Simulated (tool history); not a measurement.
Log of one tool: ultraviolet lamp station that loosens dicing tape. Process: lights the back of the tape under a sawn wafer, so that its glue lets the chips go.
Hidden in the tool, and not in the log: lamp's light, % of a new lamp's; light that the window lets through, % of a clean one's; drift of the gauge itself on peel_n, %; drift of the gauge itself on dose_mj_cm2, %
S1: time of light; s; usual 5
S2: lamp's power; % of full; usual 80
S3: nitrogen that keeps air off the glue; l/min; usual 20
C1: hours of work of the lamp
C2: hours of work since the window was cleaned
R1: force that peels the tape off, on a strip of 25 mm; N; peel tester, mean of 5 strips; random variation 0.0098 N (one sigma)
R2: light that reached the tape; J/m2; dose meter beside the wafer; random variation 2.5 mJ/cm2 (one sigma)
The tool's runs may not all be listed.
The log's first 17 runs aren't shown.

Run 18, day 6.258: usual settings but S2 72 % of full, S3 25 l/min; C1 183; C2 105. Result: R1 0.437 N, R2 2860 J/m2.
Run 19, day 6.533: usual settings but S2 72 % of full, S3 25 l/min; C1 186; C2 108. Result: R1 0.450 N, R2 2860 J/m2.
Run 20, day 6.750: usual settings but S2 72 % of full, S3 25 l/min; C1 188; C2 111. Result: R1 0.441 N, R2 2870 J/m2.
Run 21, day 7.021: usual settings but S2 72 % of full, S3 25 l/min; C1 191; C2 114. Result: R1 0.442 N, R2 2860 J/m2.
Run 22, day 7.362: usual settings but S1 2 s, S2 72 % of full, S3 29 l/min; C1 195; C2 117. Result: R1 1.437 N, R2 1110 J/m2.
Run 23, day 7.808: usual settings but S1 9 s, S2 60 % of full, S3 12 l/min; C1 200; C2 122. Result: R1 0.345 N, R2 4300 J/m2.
Run 24, day 8.200: usual settings but S1 9 s, S2 60 % of full, S3 12 l/min; C1 205; C2 127. Result: R1 0.339 N, R2 4280 J/m2.
Run 25, day 8.588: usual settings but S1 4 s, S2 81 % of full, S3 7 l/min; C1 209; C2 131. Result: R1 1.042 N, R2 2540 J/m2.
Run 26, day 8.858: usual settings but S1 4 s, S2 62 % of full, S3 6 l/min; C1 212; C2 134. Result: R1 1.474 N, R2 1950 J/m2.
Run 27, day 9.079: usual settings but S1 4 s, S2 62 % of full, S3 6 l/min; C1 214; C2 137. Result: R1 1.502 N, R2 1970 J/m2.
Run 28, day 9.529: usual settings but S1 4 s, S2 62 % of full, S3 6 l/min; C1 219; C2 142. Result: R1 1.474 N, R2 1940 J/m2.
Run 29, day 9.954: usual settings but S2 70 % of full; C1 224; C2 146. Result: R1 0.533 N, R2 2770 J/m2.
Run 30, day 10.179: usual settings but S1 7 s, S2 83 % of full, S3 13 l/min; C1 226; C2 149. Result: R1 0.284 N, R2 4570 J/m2.
Run 31, day 10.488: usual settings but S3 8 l/min; C1 230; C2 152. Result: R1 0.731 N, R2 3150 J/m2.
Run 32, day 10.896: usual settings but S1 8 s, S2 78 % of full, S3 18 l/min; C1 234; C2 157. Result: R1 0.213 N, R2 4930 J/m2.
Run 33, day 11.388: usual settings but S1 9 s, S2 77 % of full; C1 240; C2 162. Result: R1 0.152 N, R2 5560 J/m2.
Run 34, day 11.879: usual settings but S1 9 s, S2 77 % of full; C1 245; C2 168. Result: R1 0.165 N, R2 5450 J/m2.
Run 35, day 12.375: usual settings but S1 10 s, S2 77 % of full, S3 7 l/min; C1 251; C2 173. Result: R1 0.248 N, R2 5990 J/m2.
Run 36, day 12.729: usual settings but S1 10 s, S2 77 % of full, S3 7 l/min; C1 255; C2 177. Result: R1 0.256 N, R2 6130 J/m2.
Run 37, day 13.200: usual settings but S1 8 s, S2 70 % of full, S3 33 l/min; C1 260; C2 182. Result: R1 0.175 N, R2 4360 J/m2.
Run 38, day 13.633: usual settings but S1 8 s, S2 70 % of full, S3 33 l/min; C1 265; C2 187. Result: R1 0.180 N, R2 4390 J/m2.
Run 39, day 13.917: usual settings but S1 9 s, S2 73 % of full, S3 6 l/min; C1 268; C2 190. Result: R1 0.386 N, R2 5210 J/m2.
Run 40, day 14.217: usual settings but S1 9 s, S2 73 % of full, S3 6 l/min; C1 271; C2 194. Result: R1 0.386 N, R2 5180 J/m2.
Run 41, day 14.558: usual settings but S1 9 s, S2 73 % of full, S3 6 l/min; C1 275; C2 197. Result: R1 0.374 N, R2 5140 J/m2.

5 ways to go on from here, each from the tool as it stands after run 41. What would each give?
Run A, day 14.812: usual settings but S1 6 s, S2 64 % of full; C1 278; C2 200. Result: R1 ?, R2 ?.
Run B, day 14.812: usual settings but S1 3 s, S2 61 % of full, S3 9 l/min; C1 278; C2 200. Result: R1 ?, R2 ?.
Run C, day 14.812: usual settings but S1 9 s, S2 73 % of full, S3 9 l/min; C1 278; C2 200. Result: R1 ?, R2 ?.
Run D, day 14.812: usual settings but S1 6 s, S3 6 l/min; C1 278; C2 200. Result: R1 ?, R2 ?.
Run E, day 14.812: usual settings but S1 2 s, S2 73 % of full, S3 40 l/min; C1 278; C2 200. Result: R1 ?, R2 ?.

run     R1    R2
  A  0.447  3010
  B  1.688  1430
  C  0.292  5140
  D  0.657  3770
  E  1.323  1170
Without the tool's hidden state the same runs would have given:
run     R1    R2
  A  0.445  3020
  B  1.686  1440
  C  0.291  5150
  D  0.655  3770
  E  1.321  1170

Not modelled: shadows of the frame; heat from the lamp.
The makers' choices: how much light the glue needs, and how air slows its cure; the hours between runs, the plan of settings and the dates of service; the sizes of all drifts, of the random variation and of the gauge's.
